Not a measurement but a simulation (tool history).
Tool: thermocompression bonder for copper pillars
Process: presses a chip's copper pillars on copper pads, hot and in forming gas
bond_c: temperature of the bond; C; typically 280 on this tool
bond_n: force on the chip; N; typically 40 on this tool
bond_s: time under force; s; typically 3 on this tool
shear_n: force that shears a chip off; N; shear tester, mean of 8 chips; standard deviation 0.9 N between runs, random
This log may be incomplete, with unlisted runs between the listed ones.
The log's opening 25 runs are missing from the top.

| run | hour | bond_c | bond_n | bond_s | hours of work since the heater was calibrated | hours of work since the force cell was calibrated | hours of work since the gas filter was changed | shear_n |
|---|---|---|---|---|---|---|---|---|
| 26 | 694.7 | 273 | 25 | 3 | 781 | 367 | 92 | 44.3 |
| 27 | 721.1 | 310 | 36 | 8 | 801 | 387 | 112 | 97.4 |
| 28 | 737.2 | 286 | 35 | 4 | 814 | 400 | 125 | 72.3 |
| 29 | 768.4 | 286 | 38 | 4 | 838 | 424 | 149 | 75.0 |
| 30 | 799.2 | 260 | 48 | 2 | 862 | 448 | 173 | 59.0 |
| 31 | 816.2 | 260 | 48 | 2 | 875 | 461 | 186 | 60.1 |
| 32 | 840.9 | 286 | 42 | 3 | 894 | 480 | 205 | 74.1 |
|  | 849.5 | forming gas filter changed |
| 33 | 877.8 | 286 | 42 | 3 | 922 | 508 | 22 | 81.2 |
| 34 | 906.0 | 286 | 27 | 2 | 944 | 530 | 44 | 48.0 |
| 35 | 921.5 | 280 | 54 | 3 | 956 | 542 | 56 | 89.0 |
| 36 | 942.1 | 280 | 43 | 2 | 972 | 558 | 72 | 70.6 |
| 37 | 976.9 | 280 | 43 | 2 | 999 | 585 | 99 | 67.0 |
| 38 | 995.8 | 302 | 43 | 2 | 1014 | 600 | 113 | 77.1 |
| 39 | 1016.1 | 302 | 43 | 2 | 1029 | 615 | 129 | 76.9 |
| 40 | 1031.4 | 302 | 43 | 2 | 1041 | 627 | 141 | 75.3 |

What if the next run were any one of these 3? Each begins from the tool's condition after run 40:
| A | 1063.8 | 264 | 45 | 2 | 1066 | 652 | 166 | ? |
| B | 1063.8 | 283 | 58 | 2 | 1066 | 652 | 166 | ? |
| C | 1063.8 | 302 | 59 | 6 | 1066 | 652 | 166 | ? |

| run | shear_n |
|---|---|
| A | 59.8 |
| B | 82.1 |
| C | 104.8 |
What these runs would have given with no unlogged condition in the tool:
| run | shear_n |
|---|---|
| A | 64.3 |
| B | 88.4 |
| C | 113.7 |

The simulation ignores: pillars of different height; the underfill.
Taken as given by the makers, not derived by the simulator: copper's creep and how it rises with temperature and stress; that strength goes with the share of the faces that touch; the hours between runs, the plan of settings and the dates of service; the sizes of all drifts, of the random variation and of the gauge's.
